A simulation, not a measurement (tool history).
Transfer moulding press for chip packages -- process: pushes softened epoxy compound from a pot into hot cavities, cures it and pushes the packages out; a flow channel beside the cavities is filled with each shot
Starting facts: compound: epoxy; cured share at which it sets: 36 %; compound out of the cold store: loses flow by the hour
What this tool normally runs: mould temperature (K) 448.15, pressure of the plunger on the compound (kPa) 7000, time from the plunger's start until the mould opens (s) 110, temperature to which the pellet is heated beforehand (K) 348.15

run	hour	mould temperature (K)	pressure of the plunger on the compound (kPa)	time from the plunger's start until the mould opens (s)	temperature to which the pellet is heated beforehand (K)	incoming compound's hours out of the cold store	length that the compound runs in the flow channel (mm)	greatest force on the pins that push the packages out (N)
1	0.0	448.15	7000	110	348.15	28.1	485	289
2	71.1	448.15	7000	103	348.15	22.1	493	437
# hour 123.1: cavities cleaned with cleaning compound and waxed
3	142.9	448.15	7000	103	348.15	47.4	439	351
4	214.1	448.15	7000	103	348.15	29.1	470	456
# hour 247.7: cavities cleaned with cleaning compound and waxed
5	255.4	448.15	7000	103	344.15	37.5	449	339
# hour 264.9: plunger's sealing rings changed
# hour 291.2: mould's thermocouples calibrated
6	304.6	448.15	7000	103	344.15	24.0	506	425
7	339.9	448.15	7000	103	344.15	47.8	454	451
# hour 377.9: cavities cleaned with cleaning compound and waxed
8	408.1	448.15	7000	110	342.15	9.3	533	358
9	472.8	448.15	8620	110	348.15	41.3	509	405
# hour 507.5: mould's thermocouples calibrated, once more
# hour 509.0: cavities cleaned with cleaning compound and waxed
10	516.3	454.15	8620	110	350.15	10.8	555	267
11	589.0	454.15	8620	109	357.15	27.5	512	334
# hour 636.0: cavities cleaned with cleaning compound and waxed
12	660.8	451.15	7000	110	348.15	42.9	435	314
# hour 718.2: plunger's sealing rings changed
13	738.2	453.15	7000	127	344.15	12.3	514	360
# hour 761.6: cavities cleaned with cleaning compound and waxed
14	805.5	453.15	7000	127	344.15	33.7	466	299
15	862.5	451.15	7460	99	353.15	8.8	537	414
# hour 886.5: cavities cleaned with cleaning compound and waxed
16	927.2	445.15	7000	110	346.15	19.5	507	422

4 options for the next run, each taken on its own from the tool as it stands now. Forecast them:
# hour 1013.6: cavities cleaned with cleaning compound and waxed
A	1014.5	445.15	7430	114	346.15	11.4	?	?
# hour 1013.6: cavities cleaned with cleaning compound and waxed
B	1014.5	445.15	5510	110	346.15	46.6	?	?
# hour 1013.6: cavities cleaned with cleaning compound and waxed
C	1014.5	450.15	7210	110	346.15	16.6	?	?
# hour 1013.6: cavities cleaned with cleaning compound and waxed
D	1014.5	448.15	7000	127	348.15	22.3	?	?

run	length that the compound runs in the flow channel (mm)	greatest force on the pins that push the packages out (N)
A	538	328
B	396	329
C	500	289
D	488	262
With no hidden state in the tool, these same runs would have given:
run	length that the compound runs in the flow channel (mm)	greatest force on the pins that push the packages out (N)
A	563	319
B	414	320
C	523	282
D	510	257
